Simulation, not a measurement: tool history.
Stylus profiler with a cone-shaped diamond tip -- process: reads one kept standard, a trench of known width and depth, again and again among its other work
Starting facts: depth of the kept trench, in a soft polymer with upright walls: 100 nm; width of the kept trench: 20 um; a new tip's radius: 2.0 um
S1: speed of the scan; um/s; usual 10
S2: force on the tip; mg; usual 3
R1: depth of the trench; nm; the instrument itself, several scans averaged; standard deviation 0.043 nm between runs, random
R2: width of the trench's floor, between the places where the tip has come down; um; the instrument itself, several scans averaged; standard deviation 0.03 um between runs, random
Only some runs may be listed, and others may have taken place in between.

run    hour  S1    S2      R1     R2
  1       0  10     3  101.18  18.69
  2    56.5  10     3  101.17  18.71
  3    97.4  10  2.94  101.16  18.73
  4   152.4  10  2.94  101.11   18.7
  5   214.2  10  2.94  101.12   18.7
  6   269.4  10   7.3  102.05  18.73
  7   323.8  10   7.3  102.13   18.7
  8   361.7  10   7.3  102.09  18.72
  9     397  28     3  101.17  18.61
 10   423.8  28     3  101.19  18.59
 11   472.3  28     3  101.19  18.58
 12   534.4   7  1.19  100.62  18.68
 13   590.8  10  6.15  101.79  18.76
 14   635.1   4     3  101.22  18.79
 15   684.8   4     3   101.1   18.7
 16   738.8  23  3.42  101.28  18.64
 17     790   2  1.14  100.59  18.73
 18   830.5   2  1.14  100.62   18.7
 19   868.4  13  7.08  102.05   18.7
 20     926  13  7.08  102.09  18.71
 21   974.3   2  1.09  100.56  18.72
 22  1014.4   3  8.46  102.34  18.74

Consider 3 possible next runs. They are alternatives, not a sequence: every one starts from the tool as it was left by run 22. What does each give?
  A  1044.6   7  2.58   ?   ?
  B  1044.6   6  1.23   ?   ?
  C  1044.6  27  1.15   ?   ?

run      R1     R2
  A  101.05  18.69
  B  100.61   18.7
  C  100.64  18.52
What these runs would have given with no unlogged condition in the tool:
run      R1     R2
  A  101.04   18.7
  B   100.6  18.71
  C  100.63  18.53
